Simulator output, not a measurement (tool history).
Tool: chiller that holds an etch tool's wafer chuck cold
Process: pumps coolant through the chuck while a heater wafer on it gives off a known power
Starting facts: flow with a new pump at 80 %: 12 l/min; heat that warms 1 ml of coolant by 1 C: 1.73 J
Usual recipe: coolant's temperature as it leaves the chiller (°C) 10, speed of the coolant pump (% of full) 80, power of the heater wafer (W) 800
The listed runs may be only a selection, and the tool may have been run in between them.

run   hour  coolant's temperature as it leaves the chiller (°C)  speed of the coolant pump (% of full)  power of the heater wafer (W)  chuck's temperature once it has settled (°C)  how much warmer the coolant comes back (C)
  1    0.0                                                   10                                     80                            800                                          16.6                                        2.33
  2   20.0                                                   10                                     80                            800                                          16.5                                        2.35
  3   49.6                                                   10                                     80                            800                                          16.5                                        2.36
  4   75.5                                                   20                                     80                            800                                          26.5                                        2.33
  5  102.8                                                   20                                     80                            800                                          26.6                                        2.40
  6  131.8                                                   20                                     80                            800                                          26.4                                        2.39
  7  148.3                                                   20                                     80                            800                                          26.3                                        2.34
  8  164.3                                                   20                                     80                            800                                          26.6                                        2.34
  9  183.0                                                   17                                     80                            800                                          23.6                                        2.35
 10  210.2                                                   16                                     80                            800                                          22.6                                        2.37
 11  237.7                                                   16                                     80                            634                                          21.3                                        1.89
 12  268.9                                                   10                                     80                           1117                                          19.3                                        3.33
 13  288.6                                                   10                                     80                           1117                                          19.3                                        3.32
 14  308.0                                                   10                                     80                           1117                                          19.1                                        3.32
 15  331.0                                                   10                                     80                            800                                          16.6                                        2.36
 16  352.8                                                   10                                     79                            800                                          16.6                                        2.42
 17  380.6                                                   10                                     72                            728                                          16.3                                        2.34
 18  398.2                                                   10                                     72                            728                                          16.3                                        2.43
 19  421.1                                                   10                                     97                            534                                          13.9                                        1.34
 20  435.4                                                   10                                     97                            534                                          13.7                                        1.31
 21  448.7                                                   10                                     97                            534                                          13.8                                        1.34
 22  471.4                                                   10                                     97                            534                                          14.0                                        1.28
 23  491.1                                                   10                                     97                            534                                          14.0                                        1.35
 24  507.8                                                    8                                     88                            738                                          13.8                                        1.96
 25  532.0                                                    8                                     88                            738                                          13.7                                        1.96
 26  553.0                                                    8                                     88                            738                                          13.6                                        2.00
 27  581.1                                                    3                                     98                            800                                           9.0                                        1.97
 28  606.2                                                   13                                     89                            818                                          19.4                                        2.19
 29  631.9                                                   13                                     89                            818                                          19.2                                        2.18
 30  660.4                                                   13                                     89                            818                                          19.4                                        2.19
 31  682.2                                                    7                                     80                            916                                          14.7                                        2.72

Predict each of these 5 candidate next runs independently; none follows another, all start after run 31:
  A  704.5                                                    7                                     80                            527                                             ?                                           ?
  B  704.5                                                    7                                     80                            800                                             ?                                           ?
  C  704.5                                                   10                                     74                           1173                                             ?                                           ?
  D  704.5                                                    7                                     75                            587                                             ?                                           ?
  E  704.5                                                    7                                     87                            458                                             ?                                           ?

run  chuck's temperature once it has settled (°C)  how much warmer the coolant comes back (C)
  A                                          11.3                                        1.53
  B                                          13.5                                        2.41
  C                                          20.4                                        3.74
  D                                          11.9                                        1.89
  E                                          10.5                                        1.25
Stripped of hidden state, with their random variation kept, the same runs would have yielded:
run  chuck's temperature once it has settled (°C)  how much warmer the coolant comes back (C)
  A                                          11.4                                        1.49
  B                                          13.5                                        2.35
  C                                          20.2                                        3.64
  D                                          11.9                                        1.84
  E                                          10.6                                        1.21

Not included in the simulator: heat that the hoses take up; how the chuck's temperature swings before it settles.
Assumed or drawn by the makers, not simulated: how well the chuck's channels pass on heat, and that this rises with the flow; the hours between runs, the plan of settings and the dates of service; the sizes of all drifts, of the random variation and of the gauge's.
